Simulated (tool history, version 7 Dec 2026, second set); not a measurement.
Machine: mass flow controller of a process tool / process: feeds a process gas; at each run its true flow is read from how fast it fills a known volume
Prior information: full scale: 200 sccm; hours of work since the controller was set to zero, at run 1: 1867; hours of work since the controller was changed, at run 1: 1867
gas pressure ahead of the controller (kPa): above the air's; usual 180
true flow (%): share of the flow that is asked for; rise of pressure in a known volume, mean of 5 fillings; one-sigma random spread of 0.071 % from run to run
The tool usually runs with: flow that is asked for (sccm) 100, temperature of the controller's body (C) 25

| run | hour | flow that is asked for (sccm) | gas pressure ahead of the controller (kPa) | temperature of the controller's body (C) | hours of work since the controller was set to zero | hours of work since the controller was changed | true flow (%) |
|---|---|---|---|---|---|---|---|
| 1 | 0.0 | 100 | 180 | 25 | 1867 | 1867 | 98.54 |
| 2 | 76.8 | 100 | 165 | 25 | 1897 | 1897 | 98.42 |
| 3 | 175.2 | 100 | 180 | 25 | 1935 | 1935 | 98.46 |
| 4 | 241.3 | 100 | 180 | 25 | 1961 | 1961 | 98.41 |
| 5 | 372.5 | 100 | 180 | 25 | 2013 | 2013 | 98.44 |
| 6 | 516.6 | 100 | 180 | 25 | 2069 | 2069 | 98.36 |
| 7 | 641.7 | 100 | 180 | 25 | 2118 | 2118 | 98.32 |
| 8 | 735.9 | 100 | 180 | 25 | 2155 | 2155 | 98.37 |
| 9 | 810.3 | 100 | 180 | 25 | 2185 | 2185 | 98.35 |
| 10 | 906.0 | 130 | 180 | 25 | 2222 | 2222 | 98.68 |
| 11 | 1043.1 | 62 | 180 | 25 | 2276 | 2276 | 97.71 |
| 12 | 1118.4 | 100 | 180 | 22 | 2305 | 2305 | 98.06 |
| 13 | 1217.7 | 100 | 180 | 25 | 2344 | 2344 | 98.36 |
| 14 | 1316.4 | 100 | 180 | 25 | 2383 | 2383 | 98.29 |
| 15 | 1413.2 | 100 | 180 | 25 | 2421 | 2421 | 98.17 |
| 16 | 1543.3 | 100 | 173 | 25 | 2472 | 2472 | 98.17 |
| 17 | 1643.6 | 100 | 173 | 25 | 2511 | 2511 | 98.21 |
| 18 | 1764.8 | 100 | 173 | 25 | 2559 | 2559 | 98.25 |
| 19 | 1828.1 | 100 | 173 | 25 | 2584 | 2584 | 98.24 |
| 20 | 1905.5 | 100 | 173 | 25 | 2614 | 2614 | 98.19 |
| 21 | 2035.3 | 100 | 173 | 25 | 2665 | 2665 | 98.07 |
| 22 | 2120.2 | 100 | 173 | 25 | 2698 | 2698 | 98.04 |
| 23 | 2226.7 | 100 | 180 | 25 | 2740 | 2740 | 98.10 |
| 24 | 2322.8 | 100 | 180 | 25 | 2778 | 2778 | 98.08 |
| 25 | 2383.4 | 123 | 185 | 24 | 2802 | 2802 | 98.21 |
| 26 | 2514.7 | 118 | 166 | 22 | 2853 | 2853 | 98.03 |
| 27 | 2582.5 | 59 | 245 | 34 | 2880 | 2880 | 97.93 |
| 28 | 2674.6 | 53 | 223 | 25 | 2916 | 2916 | 97.13 |
| 29 | 2809.6 | 58 | 223 | 23 | 2969 | 2969 | 97.04 |
| 30 | 2947.9 | 58 | 223 | 23 | 3023 | 3023 | 97.06 |

What will run 31 give?
| 31 | 3016.1 | 100 | 212 | 35 | 3050 | 3050 | ? |

true flow (%): 98.57
With no hidden state in the tool, this same run would have given true flow (%) 100.05.

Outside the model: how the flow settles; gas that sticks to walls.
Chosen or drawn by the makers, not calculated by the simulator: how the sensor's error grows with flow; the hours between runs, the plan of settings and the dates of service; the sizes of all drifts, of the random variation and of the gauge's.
